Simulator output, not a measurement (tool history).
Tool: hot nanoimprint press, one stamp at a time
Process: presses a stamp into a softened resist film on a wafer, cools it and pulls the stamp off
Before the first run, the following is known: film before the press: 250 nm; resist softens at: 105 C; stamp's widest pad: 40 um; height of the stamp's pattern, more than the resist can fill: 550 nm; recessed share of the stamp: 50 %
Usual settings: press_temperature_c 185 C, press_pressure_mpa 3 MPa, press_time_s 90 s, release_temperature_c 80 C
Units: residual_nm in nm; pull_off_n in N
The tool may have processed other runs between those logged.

run 1 hour=0 | press_temperature_c=185 press_pressure_mpa=3 press_time_s=90 release_temperature_c=80 | residual_nm=143.8 pull_off_n=107
run 2 hour=9.4 | press_temperature_c=185 press_pressure_mpa=3 press_time_s=68 release_temperature_c=80 | residual_nm=155.4 pull_off_n=110
run 3 hour=21.1 | press_temperature_c=185 press_pressure_mpa=3 press_time_s=68 release_temperature_c=80 | residual_nm=155.7 pull_off_n=110
run 4 hour=27.9 | press_temperature_c=185 press_pressure_mpa=3 press_time_s=68 release_temperature_c=80 | residual_nm=155 pull_off_n=109
run 5 hour=35.8 | press_temperature_c=185 press_pressure_mpa=3 press_time_s=68 release_temperature_c=80 | residual_nm=155.4 pull_off_n=106
run 6 hour=47.2 | press_temperature_c=185 press_pressure_mpa=3 press_time_s=68 release_temperature_c=80 | residual_nm=156.3 pull_off_n=109
run 7 hour=59.4 | press_temperature_c=185 press_pressure_mpa=2.01 press_time_s=90 release_temperature_c=80 | residual_nm=168.4 pull_off_n=114
run 8 hour=73.8 | press_temperature_c=185 press_pressure_mpa=2.01 press_time_s=90 release_temperature_c=80 | residual_nm=168.3 pull_off_n=111
run 9 hour=83.2 | press_temperature_c=185 press_pressure_mpa=3 press_time_s=90 release_temperature_c=80 | residual_nm=142.8 pull_off_n=112
run 10 hour=91 | press_temperature_c=185 press_pressure_mpa=3 press_time_s=146 release_temperature_c=80 | residual_nm=122.2 pull_off_n=111
run 11 hour=100.1 | press_temperature_c=185 press_pressure_mpa=3 press_time_s=90 release_temperature_c=80 | residual_nm=143.4 pull_off_n=113
run 12 hour=112.8 | press_temperature_c=185 press_pressure_mpa=3 press_time_s=90 release_temperature_c=80 | residual_nm=143.1 pull_off_n=113
run 13 hour=127.2 | press_temperature_c=185 press_pressure_mpa=3 press_time_s=90 release_temperature_c=80 | residual_nm=143.6 pull_off_n=111
run 14 hour=142 | press_temperature_c=185 press_pressure_mpa=1.98 press_time_s=154 release_temperature_c=80 | residual_nm=145.2 pull_off_n=118
-- hour=146.2 plate thermocouple calibrated
run 15 hour=151.9 | press_temperature_c=176 press_pressure_mpa=1.98 press_time_s=154 release_temperature_c=80 | residual_nm=178.3 pull_off_n=111
run 16 hour=160 | press_temperature_c=193 press_pressure_mpa=1.98 press_time_s=64 release_temperature_c=80 | residual_nm=159.7 pull_off_n=116
run 17 hour=169.6 | press_temperature_c=193 press_pressure_mpa=1.98 press_time_s=64 release_temperature_c=80 | residual_nm=159.7 pull_off_n=114
run 18 hour=183.6 | press_temperature_c=175 press_pressure_mpa=4.64 press_time_s=48 release_temperature_c=75 | residual_nm=179.5 pull_off_n=128
run 19 hour=191.5 | press_temperature_c=175 press_pressure_mpa=4.64 press_time_s=48 release_temperature_c=75 | residual_nm=180.4 pull_off_n=126
run 20 hour=205 | press_temperature_c=184 press_pressure_mpa=2.4 press_time_s=87 release_temperature_c=66 | residual_nm=162.2 pull_off_n=141
run 21 hour=218 | press_temperature_c=184 press_pressure_mpa=2.94 press_time_s=128 release_temperature_c=66 | residual_nm=134.3 pull_off_n=137
-- hour=229.7 plate thermocouple calibrated, once more
run 22 hour=232.7 | press_temperature_c=185 press_pressure_mpa=3.79 press_time_s=90 release_temperature_c=80 | residual_nm=127.5 pull_off_n=122
run 23 hour=239.8 | press_temperature_c=185 press_pressure_mpa=1.97 press_time_s=90 release_temperature_c=80 | residual_nm=167.7 pull_off_n=114
run 24 hour=247.5 | press_temperature_c=185 press_pressure_mpa=1.97 press_time_s=55 release_temperature_c=85 | residual_nm=188.4 pull_off_n=112
run 25 hour=257.2 | press_temperature_c=185 press_pressure_mpa=2.47 press_time_s=90 release_temperature_c=80 | residual_nm=154.5 pull_off_n=118

Branching from run 25: 4 alternative next runs. What would each branch give?
run A hour=266.7 | press_temperature_c=185 press_pressure_mpa=2.9 press_time_s=90 release_temperature_c=70 | residual_nm=? pull_off_n=?
run B hour=266.7 | press_temperature_c=185 press_pressure_mpa=3.4 press_time_s=90 release_temperature_c=77 | residual_nm=? pull_off_n=?
run C hour=266.7 | press_temperature_c=185 press_pressure_mpa=4.48 press_time_s=62 release_temperature_c=83 | residual_nm=? pull_off_n=?
run D hour=266.7 | press_temperature_c=185 press_pressure_mpa=3 press_time_s=68 release_temperature_c=80 | residual_nm=? pull_off_n=?

run=A residual_nm=144.5 pull_off_n=133
run=B residual_nm=133.6 pull_off_n=118
run=C residual_nm=133.5 pull_off_n=115
run=D residual_nm=154.4 pull_off_n=117
With no hidden state in the tool, these same runs would have given:
run=A residual_nm=142.9 pull_off_n=117
run=B residual_nm=131.8 pull_off_n=104
run=C residual_nm=131.3 pull_off_n=101
run=D residual_nm=152.8 pull_off_n=103
